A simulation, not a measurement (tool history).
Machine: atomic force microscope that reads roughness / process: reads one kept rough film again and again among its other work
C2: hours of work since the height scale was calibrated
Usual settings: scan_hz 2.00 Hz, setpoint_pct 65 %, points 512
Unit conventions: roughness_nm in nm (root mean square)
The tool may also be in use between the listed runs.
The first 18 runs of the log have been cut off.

run 19 hour=334.2 | scan_hz=2.00 setpoint_pct=76 points=512 | pictures_with_this_tip=68 C2=724 | roughness_nm=2.699
run 20 hour=346.8 | scan_hz=2.71 setpoint_pct=76 points=512 | pictures_with_this_tip=93 C2=732 | roughness_nm=2.610
run 21 hour=363.8 | scan_hz=2.71 setpoint_pct=76 points=512 | pictures_with_this_tip=127 C2=743 | roughness_nm=2.535
run 22 hour=381.2 | scan_hz=1.93 setpoint_pct=65 points=512 | pictures_with_this_tip=161 C2=754 | roughness_nm=2.627
-- hour=391.0 new tip fitted
run 23 hour=403.1 | scan_hz=2.96 setpoint_pct=65 points=512 | pictures_with_this_tip=24 C2=768 | roughness_nm=2.844
run 24 hour=418.5 | scan_hz=2.96 setpoint_pct=65 points=512 | pictures_with_this_tip=54 C2=778 | roughness_nm=2.767
run 25 hour=434.7 | scan_hz=2.96 setpoint_pct=65 points=512 | pictures_with_this_tip=87 C2=788 | roughness_nm=2.728
run 26 hour=450.5 | scan_hz=2.96 setpoint_pct=65 points=512 | pictures_with_this_tip=118 C2=798 | roughness_nm=2.673
run 27 hour=473.0 | scan_hz=2.96 setpoint_pct=65 points=512 | pictures_with_this_tip=163 C2=813 | roughness_nm=2.563
-- hour=482.2 new tip fitted
run 28 hour=491.7 | scan_hz=2.96 setpoint_pct=65 points=512 | pictures_with_this_tip=19 C2=825 | roughness_nm=2.835
run 29 hour=513.5 | scan_hz=2.51 setpoint_pct=80 points=512 | pictures_with_this_tip=63 C2=839 | roughness_nm=2.611
run 30 hour=531.5 | scan_hz=0.60 setpoint_pct=87 points=512 | pictures_with_this_tip=99 C2=850 | roughness_nm=2.727
run 31 hour=547.3 | scan_hz=0.63 setpoint_pct=61 points=613 | pictures_with_this_tip=130 C2=861 | roughness_nm=2.776
run 32 hour=569.0 | scan_hz=0.63 setpoint_pct=61 points=613 | pictures_with_this_tip=173 C2=875 | roughness_nm=2.710
-- hour=573.1 new tip fitted
run 33 hour=581.7 | scan_hz=1.95 setpoint_pct=69 points=264 | pictures_with_this_tip=17 C2=883 | roughness_nm=2.863
run 34 hour=606.0 | scan_hz=2.06 setpoint_pct=73 points=388 | pictures_with_this_tip=65 C2=898 | roughness_nm=2.728
run 35 hour=624.4 | scan_hz=2.06 setpoint_pct=73 points=388 | pictures_with_this_tip=102 C2=910 | roughness_nm=2.677
run 36 hour=644.4 | scan_hz=0.61 setpoint_pct=56 points=512 | pictures_with_this_tip=142 C2=923 | roughness_nm=2.757
-- hour=664.3 new tip fitted
run 37 hour=664.3 | scan_hz=1.45 setpoint_pct=70 points=278 | pictures_with_this_tip=0 C2=936 | roughness_nm=2.924
run 38 hour=684.0 | scan_hz=1.45 setpoint_pct=70 points=278 | pictures_with_this_tip=40 C2=948 | roughness_nm=2.828
run 39 hour=696.1 | scan_hz=1.45 setpoint_pct=70 points=278 | pictures_with_this_tip=64 C2=956 | roughness_nm=2.784

What will run 40 give?
run 40 hour=718.5 | scan_hz=1.73 setpoint_pct=58 points=313 | pictures_with_this_tip=108 C2=970 | roughness_nm=?

Run 40 measured roughness_nm 2.760 nm (root mean square).
If the tool had no hidden condition, the same run with the same run-to-run variation would have returned roughness_nm 2.966 nm (root mean square).
